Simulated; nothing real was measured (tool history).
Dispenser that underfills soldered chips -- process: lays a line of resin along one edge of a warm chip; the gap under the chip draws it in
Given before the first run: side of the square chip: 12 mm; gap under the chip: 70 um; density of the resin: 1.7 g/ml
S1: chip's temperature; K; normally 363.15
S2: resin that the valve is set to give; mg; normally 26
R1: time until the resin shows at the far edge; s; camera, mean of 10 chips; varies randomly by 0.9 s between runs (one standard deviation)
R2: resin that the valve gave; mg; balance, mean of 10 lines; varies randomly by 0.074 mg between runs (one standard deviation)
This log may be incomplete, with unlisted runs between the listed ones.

run   hour      S1    S2     R1     R2
  1      0  363.15    26   95.7  25.83
  2    4.8  363.15    26  114.4  25.75
  3    7.9  350.15    26  196.2  25.68
  4   10.7  350.15    26    224  25.68
  5   13.2  350.15    26  248.6  25.81
      15.5  -- new syringe of resin
  6   15.9  350.15    26  131.1  25.61
  7   19.5  363.15    26  100.6  25.51
  8   22.5  363.15    26  111.8  25.46
  9   26.5  363.15    26  130.3   25.4
 10     31  364.15    26  150.4   25.6
      33.9  -- new syringe of resin
 11     35  363.15    26   90.7   25.4
 12   39.2  363.15    26  106.7  25.39
 13   43.8  363.15    26  129.2  25.38
 14   47.7  363.15  28.5  143.7   27.9
 15   51.5  363.15  22.2  181.6  21.61
      52.2  -- new syringe of resin
 16   54.1  363.15  22.2   98.2  21.56
 17   56.2  363.15  25.4  101.8  24.63
 18   59.2  368.15    26   96.7  25.22
 19   63.1  365.15  32.3  122.5  31.23
 20   66.1  365.15  32.3  137.9  31.21
 21   69.7  367.15  33.7  145.9  32.54
      70.6  -- new syringe of resin
 22   73.7  371.15  23.8     76  22.88
 23   77.3  377.15    33   70.1  31.96
 24   80.4  377.15    33   80.3  31.74
 25   84.4  359.15  25.3  169.6   24.3
 26   87.6  372.15  31.9  122.2   30.7
        89  -- new syringe of resin
 27   91.1  365.15  31.7   87.8  30.23
 28   93.7  365.15  31.7     96  30.33
 29   98.5  350.15  29.6  190.4  28.33
 30  100.9  373.15  31.1   99.5  29.73
 31  105.7  373.15  31.1  120.4  29.67
     107.3  -- new syringe of resin
 32  108.8  364.15  27.6   87.5  26.31
     110.2  -- dispensing valve cleaned and set on the balance
 33    114  362.15  24.8    112  24.83
 34  116.6  348.15  25.3  197.2  25.37
 35  120.5  348.15  25.3  229.6  25.36
 36  124.5  364.15  30.6  154.6  30.63

Hidden state or all else? Some run-to-run changes of R1, split into what the settings, what came in and random variation would give without the hidden state, and what is left for the hidden state (with any gauge scatter that isn't in both results):
Hidden state at play: resin's viscosity, % of fresh resin's; dose that the valve gives, % of what is set; true chip temperature over the reading, C; drift of the gauge itself on fill_s, %; drift of the gauge itself on given_mg, %.
Run 5 -> 6: new syringe of resin. R1 -117.5 s: hidden state -114.9, all else -2.6.
Run 15 -> 16: new syringe of resin. R1 -83.4 s: hidden state -83.4, all else +0.
Run 21 -> 22: S1 367.15 -> 371.15, S2 33.7 -> 23.8, new syringe of resin. R1 -69.9 s: hidden state -64.5, all else -5.4.
Run 28 -> 29: S1 365.15 -> 350.15, S2 31.7 -> 29.6. R1 +94.4 s: hidden state +44.7, all else +49.7.
Run 29 -> 30: S1 350.15 -> 373.15, S2 29.6 -> 31.1. R1 -90.9 s: hidden state -24.1, all else -66.8.
